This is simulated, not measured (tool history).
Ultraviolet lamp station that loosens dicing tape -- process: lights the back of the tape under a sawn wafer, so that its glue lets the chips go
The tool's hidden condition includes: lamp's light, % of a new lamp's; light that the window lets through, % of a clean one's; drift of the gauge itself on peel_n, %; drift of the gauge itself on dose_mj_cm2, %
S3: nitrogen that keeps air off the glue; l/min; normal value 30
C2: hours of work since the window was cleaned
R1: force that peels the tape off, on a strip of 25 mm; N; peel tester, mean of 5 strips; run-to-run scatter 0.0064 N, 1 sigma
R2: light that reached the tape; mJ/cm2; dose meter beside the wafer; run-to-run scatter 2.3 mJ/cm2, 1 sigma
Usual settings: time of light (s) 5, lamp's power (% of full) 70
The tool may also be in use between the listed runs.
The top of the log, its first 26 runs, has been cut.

{"run": 27, "hour": 773.4, "time of light (s)": 4, "lamp's power (% of full)": 73, "S3": 30, "hours of work of the lamp": 696, "C2": 80, "R1": 0.655, "R2": 107}
{"run": 28, "hour": 789.6, "time of light (s)": 5, "lamp's power (% of full)": 81, "S3": 11, "hours of work of the lamp": 703, "C2": 87, "R1": 0.794, "R2": 145}
{"run": 29, "hour": 818.3, "time of light (s)": 4, "lamp's power (% of full)": 81, "S3": 52, "hours of work of the lamp": 716, "C2": 101, "R1": 0.432, "R2": 116}
{"hour": 824.3, "done": "window cleaned of glue's vapour, once more"}
{"run": 30, "hour": 855.8, "time of light (s)": 5, "lamp's power (% of full)": 79, "S3": 25, "hours of work of the lamp": 734, "C2": 15, "R1": 0.234, "R2": 208}
{"run": 31, "hour": 871.9, "time of light (s)": 5, "lamp's power (% of full)": 79, "S3": 25, "hours of work of the lamp": 741, "C2": 22, "R1": 0.234, "R2": 206}
{"run": 32, "hour": 895.2, "time of light (s)": 2, "lamp's power (% of full)": 82, "S3": 11, "hours of work of the lamp": 752, "C2": 33, "R1": 1.565, "R2": 88}
{"run": 33, "hour": 918.9, "time of light (s)": 4, "lamp's power (% of full)": 64, "S3": 17, "hours of work of the lamp": 763, "C2": 44, "R1": 0.699, "R2": 133}
{"run": 34, "hour": 950.7, "time of light (s)": 4, "lamp's power (% of full)": 67, "S3": 13, "hours of work of the lamp": 778, "C2": 59, "R1": 0.773, "R2": 138}
{"run": 35, "hour": 988.5, "time of light (s)": 4, "lamp's power (% of full)": 89, "S3": 37, "hours of work of the lamp": 795, "C2": 76, "R1": 0.249, "R2": 181}
{"run": 36, "hour": 1022.6, "time of light (s)": 3, "lamp's power (% of full)": 90, "S3": 30, "hours of work of the lamp": 811, "C2": 92, "R1": 0.475, "R2": 136}
{"run": 37, "hour": 1055.3, "time of light (s)": 3, "lamp's power (% of full)": 90, "S3": 30, "hours of work of the lamp": 826, "C2": 107, "R1": 0.483, "R2": 135}
{"run": 38, "hour": 1087.4, "time of light (s)": 5, "lamp's power (% of full)": 63, "S3": 55, "hours of work of the lamp": 841, "C2": 122, "R1": 0.256, "R2": 151}
{"run": 39, "hour": 1118.8, "time of light (s)": 7, "lamp's power (% of full)": 63, "S3": 52, "hours of work of the lamp": 855, "C2": 137, "R1": 0.184, "R2": 212}
{"run": 40, "hour": 1155.2, "time of light (s)": 5, "lamp's power (% of full)": 63, "S3": 59, "hours of work of the lamp": 872, "C2": 153, "R1": 0.253, "R2": 148}
{"run": 41, "hour": 1179.4, "time of light (s)": 5, "lamp's power (% of full)": 63, "S3": 59, "hours of work of the lamp": 884, "C2": 165, "R1": 0.253, "R2": 152}
{"run": 42, "hour": 1198.5, "time of light (s)": 5, "lamp's power (% of full)": 63, "S3": 59, "hours of work of the lamp": 892, "C2": 173, "R1": 0.274, "R2": 146}
{"run": 43, "hour": 1224.1, "time of light (s)": 4, "lamp's power (% of full)": 89, "S3": 17, "hours of work of the lamp": 904, "C2": 185, "R1": 0.466, "R2": 167}

Below are 4 alternative next runs, each starting from the tool's condition after run 43. Predict each:
{"run": "A", "hour": 1258.9, "time of light (s)": 3, "lamp's power (% of full)": 70, "S3": 23, "hours of work of the lamp": 920, "C2": 201, "R1": "?", "R2": "?"}
{"run": "B", "hour": 1258.9, "time of light (s)": 2, "lamp's power (% of full)": 67, "S3": 33, "hours of work of the lamp": 920, "C2": 201, "R1": "?", "R2": "?"}
{"run": "C", "hour": 1258.9, "time of light (s)": 5, "lamp's power (% of full)": 70, "S3": 59, "hours of work of the lamp": 920, "C2": 201, "R1": "?", "R2": "?"}
{"run": "D", "hour": 1258.9, "time of light (s)": 4, "lamp's power (% of full)": 89, "S3": 17, "hours of work of the lamp": 920, "C2": 201, "R1": "?", "R2": "?"}

run=A R1=0.918 R2=96
run=B R1=1.371 R2=64
run=C R1=0.239 R2=159
run=D R1=0.509 R2=162
With the hidden condition removed and each run's random variation left untouched, the same runs would have given:
run=A R1=0.542 R2=135
run=B R1=0.898 R2=88
run=C R1=0.168 R2=223
run=D R1=0.287 R2=227
